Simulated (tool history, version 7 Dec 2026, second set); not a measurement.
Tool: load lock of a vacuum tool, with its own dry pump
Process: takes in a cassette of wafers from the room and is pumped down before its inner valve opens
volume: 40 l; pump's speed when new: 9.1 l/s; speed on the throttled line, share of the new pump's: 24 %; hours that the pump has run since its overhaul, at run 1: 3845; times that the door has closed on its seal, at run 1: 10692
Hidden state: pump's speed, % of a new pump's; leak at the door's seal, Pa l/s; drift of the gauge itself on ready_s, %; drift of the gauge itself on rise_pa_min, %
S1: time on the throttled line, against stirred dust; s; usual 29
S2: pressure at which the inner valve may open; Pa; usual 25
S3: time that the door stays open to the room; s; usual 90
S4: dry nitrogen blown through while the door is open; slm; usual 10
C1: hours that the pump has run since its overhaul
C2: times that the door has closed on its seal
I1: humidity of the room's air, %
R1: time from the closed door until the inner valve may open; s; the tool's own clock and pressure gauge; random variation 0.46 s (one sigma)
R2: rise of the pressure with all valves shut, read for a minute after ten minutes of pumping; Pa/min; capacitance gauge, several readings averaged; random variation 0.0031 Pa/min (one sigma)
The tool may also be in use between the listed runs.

run 1 hour=0.0 | S1=29 S2=25 S3=90 S4=10 | C1=3845 C2=10692 | I1=44.1 | R1=59.0 R2=0.061
run 2 hour=71.4 | S1=29 S2=25 S3=90 S4=10 | C1=3916 C2=10985 | I1=46.8 | R1=58.4 R2=0.060
run 3 hour=183.9 | S1=29 S2=25 S3=90 S4=10 | C1=4029 C2=11445 | I1=45.5 | R1=58.9 R2=0.062
run 4 hour=247.5 | S1=29 S2=25 S3=90 S4=10 | C1=4092 C2=11705 | I1=45.1 | R1=58.9 R2=0.062
run 5 hour=372.0 | S1=29 S2=25 S3=90 S4=10 | C1=4217 C2=12214 | I1=43.8 | R1=58.8 R2=0.057
run 6 hour=443.6 | S1=29 S2=25 S3=90 S4=10 | C1=4289 C2=12508 | I1=48.1 | R1=59.0 R2=0.065
run 7 hour=574.6 | S1=17 S2=25 S3=90 S4=10 | C1=4420 C2=13044 | I1=45.8 | R1=49.4 R2=0.063
run 8 hour=658.3 | S1=17 S2=25 S3=90 S4=10 | C1=4503 C2=13386 | I1=45.3 | R1=50.0 R2=0.060
run 9 hour=763.4 | S1=29 S2=25 S3=90 S4=30 | C1=4608 C2=13816 | I1=46.5 | R1=58.7 R2=0.038
run 10 hour=827.5 | S1=29 S2=25 S3=90 S4=30 | C1=4673 C2=14078 | I1=45.3 | R1=58.7 R2=0.036
run 11 hour=883.6 | S1=29 S2=23 S3=90 S4=10 | C1=4729 C2=14308 | I1=44.3 | R1=59.5 R2=0.062
run 12 hour=1010.4 | S1=15 S2=25 S3=77 S4=10 | C1=4855 C2=14826 | I1=43.9 | R1=48.0 R2=0.054

Run 13 comes next. What will it give?
run 13 hour=1099.8 | S1=17 S2=25 S3=77 S4=6 | C1=4945 C2=15192 | I1=45.6 | R1=? R2=?

{"run 13": {"R1": 49.5, "R2": 0.074}}
Without the tool's hidden state the same run would have given R1 49.5 s, R2 0.073 Pa/min.
